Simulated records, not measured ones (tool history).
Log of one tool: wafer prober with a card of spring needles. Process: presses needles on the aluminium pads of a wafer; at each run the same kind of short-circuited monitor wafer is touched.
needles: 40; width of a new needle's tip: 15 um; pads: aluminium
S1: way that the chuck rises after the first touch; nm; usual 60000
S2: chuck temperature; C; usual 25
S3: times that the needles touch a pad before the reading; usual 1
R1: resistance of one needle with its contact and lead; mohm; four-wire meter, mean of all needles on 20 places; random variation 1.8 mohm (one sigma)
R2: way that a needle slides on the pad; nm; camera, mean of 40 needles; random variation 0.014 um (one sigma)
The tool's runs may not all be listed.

run	hour	S1	S2	S3	R1	R2
1	0.0	60000	25	1	397	16060
# hour 5.9: tips cleaned on abrasive film
# hour 20.3: tips cleaned on abrasive film
# hour 33.3: tips cleaned on abrasive film
2	33.7	60000	25	1	220	15970
# hour 46.0: tips cleaned on abrasive film
# hour 58.9: tips cleaned on abrasive film
3	66.5	60000	25	1	404	15950
# hour 72.4: tips cleaned on abrasive film
# hour 87.0: tips cleaned on abrasive film
# hour 87.3: height of the first contact set anew
4	91.0	60000	25	1	305	16150
# hour 94.1: tips cleaned on abrasive film, once more
# hour 107.1: tips cleaned on abrasive film
# hour 120.5: tips cleaned on abrasive film
5	122.1	60000	25	1	263	16060
# hour 132.6: tips cleaned on abrasive film
# hour 146.7: tips cleaned on abrasive film
6	158.2	60000	49	1	458	16020
# hour 161.2: tips cleaned on abrasive film
# hour 175.5: tips cleaned on abrasive film
# hour 189.4: tips cleaned on abrasive film
# hour 203.3: tips cleaned on abrasive film
7	205.9	60000	49	1	304	15900
# hour 216.9: tips cleaned on abrasive film
# hour 220.1: height of the first contact set anew
# hour 231.3: tips cleaned on abrasive film
8	233.9	60000	25	1	295	16130
# hour 244.7: tips cleaned on abrasive film
# hour 259.5: tips cleaned on abrasive film
# hour 273.5: tips cleaned on abrasive film
9	277.5	64000	25	1	335	17100
# hour 286.2: tips cleaned on abrasive film
# hour 300.6: tips cleaned on abrasive film
# hour 313.5: tips cleaned on abrasive film
10	321.2	64000	25	1	397	17030
# hour 327.2: tips cleaned on abrasive film
# hour 341.4: tips cleaned on abrasive film
# hour 350.2: height of the first contact set anew
# hour 355.4: tips cleaned on abrasive film
11	358.8	64000	25	1	326	17200
# hour 369.3: tips cleaned on abrasive film
# hour 383.4: tips cleaned on abrasive film
# hour 396.4: tips cleaned on abrasive film
12	407.6	60000	25	1	481	16030
# hour 410.6: tips cleaned on abrasive film
# hour 424.4: tips cleaned on abrasive film
# hour 437.8: tips cleaned on abrasive film
13	440.1	60000	25	1	299	15970
# hour 451.5: tips cleaned on abrasive film
# hour 464.9: tips cleaned on abrasive film
14	469.2	60000	25	1	371	15880
# hour 477.9: tips cleaned on abrasive film
# hour 480.9: height of the first contact set anew
# hour 492.3: tips cleaned on abrasive film
# hour 507.0: tips cleaned on abrasive film
15	514.5	60000	25	1	437	16090
# hour 520.4: tips cleaned on abrasive film
# hour 534.7: tips cleaned on abrasive film
16	536.9	41000	25	1	447	10940
# hour 548.8: tips cleaned on abrasive film
# hour 561.7: tips cleaned on abrasive film
17	561.7	41000	94	1	265	10880
# hour 574.1: tips cleaned on abrasive film
# hour 587.7: tips cleaned on abrasive film
18	588.1	67000	31	1	232	17820
# hour 601.8: tips cleaned on abrasive film
# hour 610.9: height of the first contact set anew
# hour 616.3: tips cleaned on abrasive film
19	624.1	67000	31	1	397	18020
# hour 630.0: tips cleaned on abrasive film
# hour 644.2: tips cleaned on abrasive film
# hour 658.4: tips cleaned on abrasive film
20	659.3	43000	26	1	305	11460
# hour 673.3: tips cleaned on abrasive film
# hour 688.1: tips cleaned on abrasive film
21	691.0	69000	69	1	286	18390
# hour 702.7: tips cleaned on abrasive film
# hour 714.7: tips cleaned on abrasive film
22	714.7	69000	69	1	207	18360
# hour 729.2: tips cleaned on abrasive film
23	735.4	69000	69	1	348	18330
# hour 741.4: tips cleaned on abrasive film
# hour 741.7: height of the first contact set anew
# hour 754.3: tips cleaned on abrasive film
24	765.5	69000	69	1	437	18530
# hour 768.4: tips cleaned on abrasive film
# hour 780.3: tips cleaned on abrasive film
# hour 792.3: tips cleaned on abrasive film
# hour 807.2: tips cleaned on abrasive film
25	812.7	65000	70	2	305	17370
# hour 820.8: tips cleaned on abrasive film
# hour 835.3: tips cleaned on abrasive film
26	835.4	76000	56	1	203	20280
# hour 848.1: tips cleaned on abrasive film
27	859.7	43000	122	1	762	11350
# hour 862.7: tips cleaned on abrasive film
# hour 873.6: height of the first contact set anew
# hour 876.2: tips cleaned on abrasive film
28	880.2	43000	26	1	537	11550
# hour 888.3: tips cleaned on abrasive film
# hour 902.7: tips cleaned on abrasive film
29	902.7	43000	26	1	253	11500
# hour 917.5: tips cleaned on abrasive film
# hour 929.6: tips cleaned on abrasive film
30	929.6	43000	26	1	255	11420

3 ways to go on from here, each from the tool as it stands after run 30. What would each give?
# hour 943.4: tips cleaned on abrasive film
# hour 955.4: tips cleaned on abrasive film
A	956.2	43000	37	1	?	?
# hour 943.4: tips cleaned on abrasive film
# hour 955.4: tips cleaned on abrasive film
B	956.2	43000	26	3	?	?
# hour 943.4: tips cleaned on abrasive film
# hour 955.4: tips cleaned on abrasive film
C	956.2	46000	46	3	?	?

run	R1	R2
A	317	11380
B	239	11400
C	234	12220
Without the tool's hidden state the same runs would have given:
run	R1	R2
A	189	11560
B	188	11580
C	190	12400

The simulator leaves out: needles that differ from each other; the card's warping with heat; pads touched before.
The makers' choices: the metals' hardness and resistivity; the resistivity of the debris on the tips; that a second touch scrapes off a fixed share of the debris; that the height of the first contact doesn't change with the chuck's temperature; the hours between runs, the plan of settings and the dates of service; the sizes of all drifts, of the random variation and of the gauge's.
